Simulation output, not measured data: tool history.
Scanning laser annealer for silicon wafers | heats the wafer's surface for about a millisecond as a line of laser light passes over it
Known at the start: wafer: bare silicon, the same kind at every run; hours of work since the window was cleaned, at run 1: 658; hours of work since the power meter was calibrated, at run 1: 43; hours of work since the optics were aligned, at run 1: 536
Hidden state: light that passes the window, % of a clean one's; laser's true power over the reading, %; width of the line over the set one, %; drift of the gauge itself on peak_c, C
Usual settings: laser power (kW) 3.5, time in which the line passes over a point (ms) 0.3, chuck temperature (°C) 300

run,hour,laser power (kW),time in which the line passes over a point (ms),chuck temperature (°C),hours of work since the window was cleaned,hours of work since the power meter was calibrated,hours of work since the optics were aligned,highest temperature of the surface (°C)
1,0,3.5,0.3,300,658,43,536,1006
2,7.3,3.5,0.3,300,663,47,541,1002
3,22,3.5,0.3,300,672,57,550,1006
4,31.8,3.5,0.3,300,678,63,557,1008
5,43.2,3.5,0.3,300,686,70,564,1003
6,57.6,3.5,0.3,300,695,80,573,1005
7,69,3.538,0.3,300,702,87,580,1014
8,83.5,3.538,0.3,302,711,96,590,1018
9,100.3,3.538,0.3,302,722,107,600,1018
10,113.4,3.538,0.3,302,731,115,609,1019
11,120.3,3.5,0.3,301,735,120,613,1009
12,130.1,3.5,0.3,301,741,126,619,1009
13,145,3.5,0.3,300,751,135,629,1006
14,157.4,3.5,0.3,300,759,143,637,1005
15,165.7,3.551,0.293,300,764,149,642,1012
16,176.4,3.5,0.3,296,771,156,649,1002
17,191.6,3.325,0.298,270,781,165,659,926
18,206.6,3.515,0.293,283,790,175,668,984
19,220.1,3.823,0.3,300,799,184,677,1092
20,230,3.172,0.227,300,805,190,683,844
# hour 238.8: window over the wafer cleaned
21,245.8,3.172,0.227,300,5,199,692,845
22,262.5,3.5,0.374,300,15,209,703,1087
23,274.8,3.5,0.374,300,23,217,711,1087
24,285.1,3.368,0.374,334,30,224,717,1082
25,298.7,3.368,0.374,334,38,233,726,1081

Hidden state at the last listed run before each entry between runs and at the first one after, where it differs:
Between runs 20 and 21: window over the wafer cleaned (hour 238.8)
  light that passes the window, % of a clean one's: 99.83 -> 99.99
